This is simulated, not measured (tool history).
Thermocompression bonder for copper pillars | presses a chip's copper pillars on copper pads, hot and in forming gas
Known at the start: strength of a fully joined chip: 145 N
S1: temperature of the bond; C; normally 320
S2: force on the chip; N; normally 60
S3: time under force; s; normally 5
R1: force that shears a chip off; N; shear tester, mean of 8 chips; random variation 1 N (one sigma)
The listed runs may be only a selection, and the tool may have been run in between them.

run,hour,S1,S2,S3,R1
1,0.0,320,60,5,82.4
# hour 23.4: forming gas filter changed
2,24.3,320,39,5,60.0
3,65.4,320,39,5,60.1
4,97.8,320,39,5,57.9
5,130.1,320,39,5,58.4
6,170.4,320,39,5,57.2
# hour 209.5: forming gas filter changed
7,212.9,320,79,5,103.3
8,257.4,320,60,3,69.4
9,292.7,309,60,3,61.9
10,330.9,309,60,3,61.7
11,369.9,320,60,15,106.1
# hour 396.2: forming gas filter changed
12,406.3,320,73,15,124.2
13,435.7,320,73,15,119.3
14,458.7,320,73,15,118.1
15,497.3,320,73,15,119.1
16,522.9,333,70,5,99.5
17,568.3,333,70,5,97.4
# hour 582.9: forming gas filter changed
18,609.2,333,70,5,105.3
# hour 615.3: heater calibrated with a thermocouple chip
19,656.7,333,40,14,89.0
20,694.3,312,60,5,70.6
21,724.4,312,60,5,71.2
22,751.2,304,67,9,82.2
# hour 772.6: forming gas filter changed
23,776.4,304,67,7,84.4
# hour 787.3: heater calibrated with a thermocouple chip, once more
24,805.4,340,39,11,95.8
25,840.2,324,60,4,85.6
26,871.5,295,60,5,67.5
27,897.6,298,60,8,80.2
28,923.5,294,52,11,77.2

Forecast each of these 3 alternatives for the next run:
# hour 962.7: forming gas filter changed
A,975.1,322,46,7,?
# hour 962.7: forming gas filter changed
B,975.1,337,49,9,?
# hour 962.7: forming gas filter changed
C,975.1,339,65,5,?

run,R1
A,82.1
B,102.5
C,106.4
The same runs, with their run-to-run variation unchanged, on a tool lacking any hidden condition would have given:
run,R1
A,85.0
B,105.5
C,109.3
